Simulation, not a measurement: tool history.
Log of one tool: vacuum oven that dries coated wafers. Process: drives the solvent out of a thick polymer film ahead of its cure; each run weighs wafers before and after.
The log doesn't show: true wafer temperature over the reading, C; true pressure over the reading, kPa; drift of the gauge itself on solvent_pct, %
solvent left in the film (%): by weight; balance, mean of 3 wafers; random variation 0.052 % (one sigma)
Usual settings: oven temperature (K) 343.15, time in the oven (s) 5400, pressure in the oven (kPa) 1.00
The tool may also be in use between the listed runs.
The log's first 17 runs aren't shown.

run,hour,oven temperature (K),time in the oven (s),pressure in the oven (kPa),hours of work since the thermocouples were calibrated,hours of work since the vacuum gauge was cleaned of residue,solvent left in the film (%)
18,343.8,343.15,5400,1.00,537,758,1.28
19,363.2,343.15,5400,1.00,547,768,1.21
20,381.8,354.15,3420,1.65,556,777,0.93
21,407.1,354.15,3420,1.65,568,789,0.90
22,428.1,331.15,3780,1.00,579,799,7.17
23,445.2,331.15,6420,2.79,587,807,5.13
24,457.7,331.15,6420,0.76,593,814,3.54
25,484.3,337.15,3840,2.89,606,827,5.31
26,510.6,357.15,4560,1.78,619,839,0.50
27,535.8,357.15,4560,1.78,631,852,0.56
28,551.2,357.15,4560,1.78,639,859,0.53
29,570.0,357.15,4560,1.78,648,868,0.54
30,594.2,357.15,4560,1.78,660,880,0.50
31,621.1,332.15,3060,0.77,673,893,7.62
32,638.0,332.15,3060,0.77,681,902,7.67
33,658.4,358.15,4860,1.00,691,911,0.38
34,678.4,358.15,4860,1.00,701,921,0.34
35,701.7,358.15,4860,1.00,712,933,0.38
36,714.6,336.15,6960,1.54,718,939,2.14
37,732.1,341.15,9420,1.33,727,947,0.79

Forecast each of these 5 alternatives for the next run:
A,751.4,346.15,5400,1.00,736,957,?
B,751.4,338.15,6300,0.55,736,957,?
C,751.4,351.15,4080,1.36,736,957,?
D,751.4,345.15,9420,2.45,736,957,?
E,751.4,341.15,5400,1.33,736,957,?

run,solvent left in the film (%)
A,0.86
B,1.43
C,0.92
D,1.15
E,1.68
Without the tool's hidden state the same runs would have given:
run,solvent left in the film (%)
A,1.02
B,1.76
C,1.08
D,1.21
E,2.02
